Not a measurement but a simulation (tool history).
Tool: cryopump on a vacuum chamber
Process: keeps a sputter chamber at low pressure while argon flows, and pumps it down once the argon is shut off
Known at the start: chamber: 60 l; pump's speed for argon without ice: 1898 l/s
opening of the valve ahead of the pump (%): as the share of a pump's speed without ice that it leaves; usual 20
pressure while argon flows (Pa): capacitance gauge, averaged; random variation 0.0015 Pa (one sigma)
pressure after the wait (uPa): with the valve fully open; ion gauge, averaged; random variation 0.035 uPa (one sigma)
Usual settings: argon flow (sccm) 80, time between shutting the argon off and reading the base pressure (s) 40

run	hour	argon flow (sccm)	time between shutting the argon off and reading the base pressure (s)	opening of the valve ahead of the pump (%)	pressure while argon flows (Pa)	pressure after the wait (uPa)
1	0.0	80	40	20	0.3650	2.09
2	7.9	80	40	55	0.1377	2.06
3	19.3	80	40	55	0.1398	2.08
4	32.4	37	40	20	0.1696	2.06
5	47.1	80	40	20	0.3663	2.10
6	56.4	80	194	20	0.3658	0.68
7	62.9	80	194	20	0.3652	0.66
8	76.6	78	40	20	0.3583	2.04
9	86.7	78	40	20	0.3536	2.09
10	93.3	78	40	20	0.3596	2.04
11	106.9	80	40	20	0.3667	2.04
12	122.5	80	40	20	0.3664	2.11
13	134.8	46	40	20	0.2087	2.09
14	147.5	46	40	20	0.2118	2.09
15	158.7	46	40	20	0.2099	2.12
16	166.7	80	141	20	0.3657	0.84
17	173.3	80	141	20	0.3689	0.82
18	181.1	53	102	60	0.0874	1.04
19	189.2	59	123	35	0.1605	0.90
20	195.6	134	134	57	0.2279	0.88
21	206.3	103	40	49	0.2017	2.14
22	220.0	80	40	17	0.4279	2.10
23	232.9	52	80	21	0.2278	1.21
24	240.0	52	182	24	0.2003	0.72
25	254.7	56	59	27	0.1936	1.57
26	268.1	56	59	27	0.1912	1.52
27	276.9	56	59	27	0.1941	1.49
28	291.4	56	28	16	0.3249	2.91
29	300.6	40	40	20	0.1855	2.16
30	315.0	43	173	27	0.1488	0.73
31	322.6	80	43	20	0.3686	2.00
32	331.8	80	122	28	0.2681	0.92

3 ways to go on from here, each from the tool as it stands after run 32. What would each give?
A	339.0	80	73	40	?	?
B	339.0	43	168	20	?	?
C	339.0	127	101	28	?	?

run	pressure while argon flows (Pa)	pressure after the wait (uPa)
A	0.1910	1.36
B	0.1994	0.80
C	0.4296	1.11
Without the tool's hidden state the same runs would have given:
run	pressure while argon flows (Pa)	pressure after the wait (uPa)
A	0.1774	1.15
B	0.1920	0.59
C	0.4078	0.90
